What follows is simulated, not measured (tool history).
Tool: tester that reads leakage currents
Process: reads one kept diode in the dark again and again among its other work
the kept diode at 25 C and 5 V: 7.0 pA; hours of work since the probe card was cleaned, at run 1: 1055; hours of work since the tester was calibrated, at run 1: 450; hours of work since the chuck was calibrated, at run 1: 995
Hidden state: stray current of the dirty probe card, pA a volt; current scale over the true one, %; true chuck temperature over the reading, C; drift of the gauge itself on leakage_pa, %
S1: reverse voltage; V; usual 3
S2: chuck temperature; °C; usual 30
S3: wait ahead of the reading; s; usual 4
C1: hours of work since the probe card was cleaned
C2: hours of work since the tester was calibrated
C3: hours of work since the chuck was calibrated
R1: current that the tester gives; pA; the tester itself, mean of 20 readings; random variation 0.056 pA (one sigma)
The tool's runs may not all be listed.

run   hour     S1  S2    S3    C1   C2    C3     R1
  1      0      3  30     4  1055  450   995  12.06
  2   65.4      3  30     4  1083  478  1022  12.12
  3  166.1      3  30     4  1125  520  1065  12.33
  4  247.8  14.65  30     4  1159  554  1099  38.29
  5  305.4      3  30     4  1184  579  1123  12.54
  6  391.7      3  30     4  1220  615  1159  12.69
  7  457.4      3  30     4  1247  642  1187  12.61
     469.4  -- probe card cleaned and baked
  8  540.2  11.47  45  1.37    30  676  1220  81.75
  9  642.1  11.47  45  1.37    72  719  1263  82.65
 10  689.7  11.47  45  1.37    92  739  1283  82.84
 11    754  11.47  45  1.37   119  766  1310  83.94
 12  850.7  14.38  31  1.37   160  806  1351   49.7

Hidden state or all else? Some run-to-run changes of R1, split into what the settings, what came in and random variation would give without the hidden state, and what is left for the hidden state (with any gauge scatter that isn't in both results):
Run 7 -> 8: S1 3 -> 11.47, S2 30 -> 45, S3 4 -> 1.37, probe card cleaned and baked. R1 +69.14 pA: hidden state +19.2, all else +49.94.
